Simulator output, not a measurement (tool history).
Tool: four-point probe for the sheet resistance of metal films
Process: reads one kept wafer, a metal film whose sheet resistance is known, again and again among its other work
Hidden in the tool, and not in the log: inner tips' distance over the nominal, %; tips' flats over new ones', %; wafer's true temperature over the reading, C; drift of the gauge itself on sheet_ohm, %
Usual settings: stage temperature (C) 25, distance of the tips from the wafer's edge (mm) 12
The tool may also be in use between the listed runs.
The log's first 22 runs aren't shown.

| run | hour | stage temperature (C) | distance of the tips from the wafer's edge (mm) | touches since the probe head was changed | hours of work since the stage's thermometer was calibrated | sheet resistance as the instrument gives it (ohm/square) |
|---|---|---|---|---|---|---|
| 23 | 857.7 | 33 | 7 | 26921 | 118 | 17.002252 |
| 24 | 901.3 | 20 | 3 | 27546 | 144 | 17.79402 |
| 25 | 951 | 23 | 12 | 28259 | 174 | 16.89922 |
| 26 | 980.6 | 25 | 9 | 28683 | 192 | 16.939174 |
| 27 | 1024.2 | 25 | 12 | 29309 | 219 | 16.904533 |
| 28 | 1064.4 | 25 | 12 | 29885 | 243 | 16.900949 |
| 29 | 1099.4 | 28 | 10 | 30387 | 265 | 16.91867 |
| 30 | 1130 | 21 | 20 | 30826 | 283 | 16.85759 |
| 31 | 1187.2 | 27 | 14 | 31646 | 318 | 16.871922 |
| 32 | 1226.8 | 27 | 28 | 32214 | 342 | 16.8386 |
| 33 | 1258.1 | 28 | 30 | 32662 | 361 | 16.833616 |
| 34 | 1289 | 28 | 30 | 33106 | 380 | 16.833986 |
| 35 | 1340.1 | 21 | 8 | 33838 | 411 | 16.97514 |
| 36 | 1366.4 | 21 | 8 | 34216 | 427 | 16.97166 |
| 37 | 1403.5 | 18 | 21 | 34748 | 450 | 16.86567 |
| 38 | 1451.3 | 18 | 44 | 35433 | 479 | 16.84775 |
| 39 | 1491.6 | 19 | 58 | 36011 | 503 | 16.834447 |
| 40 | 1519.1 | 19 | 5 | 36405 | 520 | 17.187378 |
| 41 | 1552.5 | 19 | 5 | 36884 | 540 | 17.192964 |
| 42 | 1582.6 | 24 | 25 | 37316 | 558 | 16.841817 |
| 43 | 1616.6 | 24 | 7 | 37803 | 579 | 17.010517 |
| 44 | 1651.2 | 24 | 7 | 38300 | 600 | 17.008204 |

5 ways to go on from here, each from the tool as it stands after run 44. What would each give?
| A | 1680.3 | 29 | 43 | 38717 | 618 | ? |
| B | 1680.3 | 35 | 52 | 38717 | 618 | ? |
| C | 1680.3 | 22 | 12 | 38717 | 618 | ? |
| D | 1680.3 | 27 | 12 | 38717 | 618 | ? |
| E | 1680.3 | 19 | 24 | 38717 | 618 | ? |

| run | sheet resistance as the instrument gives it (ohm/square) |
|---|---|
| A | 16.821158 |
| B | 16.805304 |
| C | 16.888297 |
| D | 16.886013 |
| E | 16.849336 |
Without the tool's hidden state the same runs would have given:
| run | sheet resistance as the instrument gives it (ohm/square) |
|---|---|
| A | 16.826713 |
| B | 16.810915 |
| C | 16.893796 |
| D | 16.891566 |
| E | 16.854791 |
